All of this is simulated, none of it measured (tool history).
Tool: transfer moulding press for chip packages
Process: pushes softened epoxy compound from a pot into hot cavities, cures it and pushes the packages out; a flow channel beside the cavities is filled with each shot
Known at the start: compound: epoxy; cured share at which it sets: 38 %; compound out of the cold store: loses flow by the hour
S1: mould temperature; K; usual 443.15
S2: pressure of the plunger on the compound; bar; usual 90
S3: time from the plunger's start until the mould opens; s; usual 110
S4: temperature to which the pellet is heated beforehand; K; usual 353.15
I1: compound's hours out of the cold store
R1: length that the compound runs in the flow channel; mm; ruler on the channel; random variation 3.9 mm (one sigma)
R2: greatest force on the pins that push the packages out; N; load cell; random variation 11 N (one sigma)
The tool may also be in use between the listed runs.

run 1 hour=0 | S1=443.15 S2=90 S3=110 S4=353.15 | I1=18.8 | R1=755 R2=864
-- hour=5.1 cavities cleaned with cleaning compound and waxed
run 2 hour=16.5 | S1=443.15 S2=90 S3=110 S4=353.15 | I1=27.6 | R1=740 R2=636
run 3 hour=24.4 | S1=443.15 S2=90 S3=110 S4=353.15 | I1=36.9 | R1=721 R2=703
run 4 hour=39.3 | S1=443.15 S2=90 S3=110 S4=353.15 | I1=8.5 | R1=777 R2=838
run 5 hour=52.3 | S1=443.15 S2=90 S3=110 S4=353.15 | I1=30.3 | R1=731 R2=862
-- hour=61.9 cavities cleaned with cleaning compound and waxed
run 6 hour=70.1 | S1=443.15 S2=90 S3=110 S4=353.15 | I1=33.6 | R1=726 R2=598
run 7 hour=83.9 | S1=443.15 S2=90 S3=110 S4=353.15 | I1=16.9 | R1=750 R2=721
run 8 hour=91.5 | S1=443.15 S2=90 S3=110 S4=353.15 | I1=34.3 | R1=722 R2=737
run 9 hour=105 | S1=443.15 S2=90 S3=110 S4=353.15 | I1=19.1 | R1=749 R2=865
-- hour=118.3 cavities cleaned with cleaning compound and waxed
run 10 hour=121 | S1=443.15 S2=90 S3=110 S4=353.15 | I1=29 | R1=736 R2=567
run 11 hour=129.8 | S1=443.15 S2=90 S3=110 S4=353.15 | I1=29.1 | R1=724 R2=644
run 12 hour=144.6 | S1=443.15 S2=90 S3=110 S4=353.15 | I1=11.1 | R1=771 R2=752
run 13 hour=159 | S1=443.15 S2=90 S3=110 S4=353.15 | I1=28.6 | R1=717 R2=843
run 14 hour=169.6 | S1=443.15 S2=90 S3=110 S4=352.15 | I1=9.4 | R1=766 R2=920
-- hour=174.9 cavities cleaned with cleaning compound and waxed
run 15 hour=184.4 | S1=443.15 S2=90 S3=126 S4=353.15 | I1=13.5 | R1=747 R2=493
-- hour=188.1 plunger's sealing rings changed
run 16 hour=202.3 | S1=440.15 S2=90 S3=110 S4=353.15 | I1=13 | R1=799 R2=981
run 17 hour=218.9 | S1=440.15 S2=90 S3=110 S4=353.15 | I1=19 | R1=794 R2=1058
run 18 hour=226.3 | S1=443.15 S2=90 S3=110 S4=351.15 | I1=26.2 | R1=762 R2=869
-- hour=234.3 cavities cleaned with cleaning compound and waxed
run 19 hour=243.3 | S1=436.15 S2=90 S3=110 S4=358.15 | I1=33.1 | R1=781 R2=1029
run 20 hour=256.5 | S1=440.15 S2=97.3 S3=99 S4=353.15 | I1=44.4 | R1=755 R2=1098
run 21 hour=268.6 | S1=443.15 S2=91.1 S3=146 S4=348.15 | I1=37.2 | R1=740 R2=522
run 22 hour=280.6 | S1=443.15 S2=78.8 S3=95 S4=359.15 | I1=33.8 | R1=690 R2=1198
-- hour=291.5 cavities cleaned with cleaning compound and waxed
run 23 hour=294.3 | S1=448.15 S2=92.4 S3=113 S4=358.15 | I1=47.7 | R1=706 R2=380
run 24 hour=308.7 | S1=443.15 S2=99.7 S3=120 S4=357.15 | I1=37.3 | R1=768 R2=583
run 25 hour=316.3 | S1=448.15 S2=99.7 S3=99 S4=359.15 | I1=27 | R1=774 R2=678

4 ways to go on from here, each from the tool as it stands after run 25. What would each give?
run A hour=332.1 | S1=436.15 S2=80 S3=110 S4=351.15 | I1=25.6 | R1=? R2=?
run B hour=332.1 | S1=444.15 S2=90 S3=110 S4=348.15 | I1=26.7 | R1=? R2=?
run C hour=332.1 | S1=447.15 S2=99.7 S3=107 S4=359.15 | I1=17.6 | R1=? R2=?
run D hour=332.1 | S1=442.15 S2=90 S3=110 S4=353.15 | I1=31.6 | R1=? R2=?

run=A R1=739 R2=1485
run=B R1=744 R2=792
run=C R1=797 R2=685
run=D R1=743 R2=932
Without the tool's hidden state the same runs would have given:
run=A R1=750 R2=887
run=B R1=754 R2=472
run=C R1=809 R2=414
run=D R1=754 R2=557
